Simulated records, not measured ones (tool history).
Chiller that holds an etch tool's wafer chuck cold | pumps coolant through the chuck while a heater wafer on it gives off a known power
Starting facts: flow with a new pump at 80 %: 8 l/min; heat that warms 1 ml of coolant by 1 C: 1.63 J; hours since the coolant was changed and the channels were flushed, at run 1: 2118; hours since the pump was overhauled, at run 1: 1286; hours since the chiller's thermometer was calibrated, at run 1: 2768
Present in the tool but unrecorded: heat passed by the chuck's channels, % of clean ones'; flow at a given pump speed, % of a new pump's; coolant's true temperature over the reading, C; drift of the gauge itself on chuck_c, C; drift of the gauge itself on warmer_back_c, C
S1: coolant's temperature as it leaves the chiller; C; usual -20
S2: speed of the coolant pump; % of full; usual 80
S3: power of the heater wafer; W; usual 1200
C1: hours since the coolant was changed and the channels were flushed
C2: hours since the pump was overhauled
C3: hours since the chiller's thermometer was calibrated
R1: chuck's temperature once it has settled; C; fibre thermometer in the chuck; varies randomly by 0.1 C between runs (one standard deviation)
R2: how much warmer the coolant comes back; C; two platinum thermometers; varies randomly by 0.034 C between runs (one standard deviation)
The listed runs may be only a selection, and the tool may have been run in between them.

run	day	S1	S2	S3	C1	C2	C3	R1	R2
1	0	-20	80	1200	2118	1286	2768	-9	5.52
2	2.196	-20	80	1200	2171	1339	2821	-9.1	5.51
3	4.458	-20	80	1200	2225	1393	2875	-9.1	5.6
4	7.054	-20	80	1200	2287	1456	2937	-8.9	5.6
5	8.292	-20	80	1200	2317	1485	2967	-9.1	5.51
6	9.9	-20	80	1200	2355	1524	3006	-9	5.45
7	12.292	-20	80	1200	2413	1581	3063	-8.9	5.55
8	13.846	-18	80	1200	2450	1618	3100	-6.8	5.56
9	15.517	-18	80	1200	2490	1659	3140	-6.9	5.56
10	17.496	-18	80	1200	2538	1706	3188	-7.1	5.52
11	19.679	-18	80	1200	2590	1759	3240	-7.1	5.57
12	21.338	-24	80	633	2630	1798	3280	-18.3	2.94
13	23.358	-11	80	1319	2678	1847	3329	1.1	6.09
14	25	-11	80	1319	2718	1886	3368	1	5.99
15	27.788	-20	63	938	2785	1953	3435	-9.6	5.52
16	28.946	-20	63	938	2813	1981	3463	-9.6	5.51
17	31.538	-25	82	1028	2875	2043	3525	-15.6	4.68
18	33.554	-12	87	1028	2923	2092	3573	-3.3	4.45
19	35.504	-12	87	1028	2970	2138	3620	-3.1	4.36
20	37.683	-26	84	1523	3022	2191	3672	-12.8	6.71
21	39.121	-26	84	1523	3057	2225	3707	-12.6	6.68

Each row is a separate what-if for the run after 21, all from the same tool condition, not one after another. Results?
A	41.033	-30	84	1523	3103	2271	3753	?	?
B	41.033	-17	68	1267	3103	2271	3753	?	?
C	41.033	-20	79	1200	3103	2271	3753	?	?
D	41.033	-29	76	1474	3103	2271	3753	?	?
E	41.033	-23	77	1753	3103	2271	3753	?	?

run	R1	R2
A	-16.4	6.69
B	-4	6.89
C	-8.9	5.6
D	-14.8	7.17
E	-6.5	8.35
What these runs would have given with no unlogged condition in the tool:
run	R1	R2
A	-16.5	6.69
B	-4	6.89
C	-8.9	5.6
D	-14.8	7.16
E	-6.5	8.35
